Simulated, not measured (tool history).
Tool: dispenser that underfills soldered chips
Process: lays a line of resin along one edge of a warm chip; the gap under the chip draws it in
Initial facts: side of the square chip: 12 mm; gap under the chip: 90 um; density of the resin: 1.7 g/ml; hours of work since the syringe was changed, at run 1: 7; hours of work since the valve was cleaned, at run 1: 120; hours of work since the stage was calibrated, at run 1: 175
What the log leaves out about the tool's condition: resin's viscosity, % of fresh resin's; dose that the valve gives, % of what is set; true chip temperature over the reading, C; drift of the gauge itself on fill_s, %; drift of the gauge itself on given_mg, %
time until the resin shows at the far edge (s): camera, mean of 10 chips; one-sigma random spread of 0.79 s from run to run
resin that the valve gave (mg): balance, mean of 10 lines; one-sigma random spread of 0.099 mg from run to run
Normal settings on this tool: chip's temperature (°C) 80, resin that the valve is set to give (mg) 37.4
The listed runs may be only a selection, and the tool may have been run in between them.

run	hour	chip's temperature (°C)	resin that the valve is set to give (mg)	hours of work since the syringe was changed	hours of work since the valve was cleaned	hours of work since the stage was calibrated	time until the resin shows at the far edge (s)	resin that the valve gave (mg)
1	0	80	37.4	7	120	175	109	35.97
# hour 1.5: new syringe of resin
2	3.9	80	45.3	2	123	178	80.3	43.48
3	8.2	80	45.3	5	127	181	96.7	43.41
# hour 11.8: new syringe of resin
4	12.4	80	45.3	0	130	184	72.3	43.11
# hour 15.4: dispensing valve cleaned and set on the balance
5	16.9	80	45.3	3	1	187	85.4	45.16
6	21.6	80	35.4	7	5	190	107.6	35.31
# hour 22.7: new syringe of resin
7	25.5	80	35.4	2	8	193	83.1	35.17
8	31.1	72	32.3	7	12	198	149.6	32.19
# hour 32.9: new syringe of resin
9	35	80	38.3	2	15	201	78.4	37.92
10	38	73	34.7	4	17	203	123	34.42
11	41.9	80	44.7	7	20	206	108.4	44.35
# hour 42.8: new syringe of resin
12	48.4	67	42.7	4	25	211	161.8	41.99
13	51.6	73	43.2	7	28	213	146.6	42.55

For each entry between runs, how does the tool's hidden state at the last listed run before it compare with that at the first listed run after it?
From run 1 to run 2: new syringe of resin (hour 1.5)
  resin's viscosity, % of fresh resin's: 148.3 -> 112.1; dose that the valve gives, % of what is set: 96 -> 95.89; true chip temperature over the reading, C: 0.26 -> 0.27
  difference, measured minus the result without the unlogged condition, time until the resin shows at the far edge (s): +34.9 -> +7.9; resin that the valve gave (mg): -1.5 -> -1.87
From run 3 to run 4: new syringe of resin (hour 11.8)
  resin's viscosity, % of fresh resin's: 136.8 -> 102.8; dose that the valve gives, % of what is set: 95.77 -> 95.65
  difference, measured minus the result without the unlogged condition, time until the resin shows at the far edge (s): +25.3 -> +1.3; resin that the valve gave (mg): -1.92 -> -1.96
From run 4 to run 5: dispensing valve cleaned and set on the balance (hour 15.4)
  resin's viscosity, % of fresh resin's: 102.8 -> 120.7; dose that the valve gives, % of what is set: 95.65 -> 99.74; true chip temperature over the reading, C: 0.28 -> 0.29
  difference, measured minus the result without the unlogged condition, time until the resin shows at the far edge (s): +1.3 -> +13.9; resin that the valve gave (mg): -1.96 -> -0.12
From run 6 to run 7: new syringe of resin (hour 22.7)
  resin's viscosity, % of fresh resin's: 150.2 -> 113.2; dose that the valve gives, % of what is set: 99.62 -> 99.51; true chip temperature over the reading, C: 0.3 -> 0.31
  difference, measured minus the result without the unlogged condition, time until the resin shows at the far edge (s): +35.2 -> +8.8; resin that the valve gave (mg): -0.13 -> -0.17
From run 8 to run 9: new syringe of resin (hour 32.9)
  resin's viscosity, % of fresh resin's: 146.8 -> 110; dose that the valve gives, % of what is set: 99.35 -> 99.26
  difference, measured minus the result without the unlogged condition, time until the resin shows at the far edge (s): +46.4 -> +6.3; resin that the valve gave (mg): -0.21 -> -0.29
From run 11 to run 12: new syringe of resin (hour 42.8)
  resin's viscosity, % of fresh resin's: 151.2 -> 131.4; dose that the valve gives, % of what is set: 99.06 -> 98.9; true chip temperature over the reading, C: 0.33 -> 0.35
  difference, measured minus the result without the unlogged condition, time until the resin shows at the far edge (s): +35.8 -> +36.8; resin that the valve gave (mg): -0.42 -> -0.47

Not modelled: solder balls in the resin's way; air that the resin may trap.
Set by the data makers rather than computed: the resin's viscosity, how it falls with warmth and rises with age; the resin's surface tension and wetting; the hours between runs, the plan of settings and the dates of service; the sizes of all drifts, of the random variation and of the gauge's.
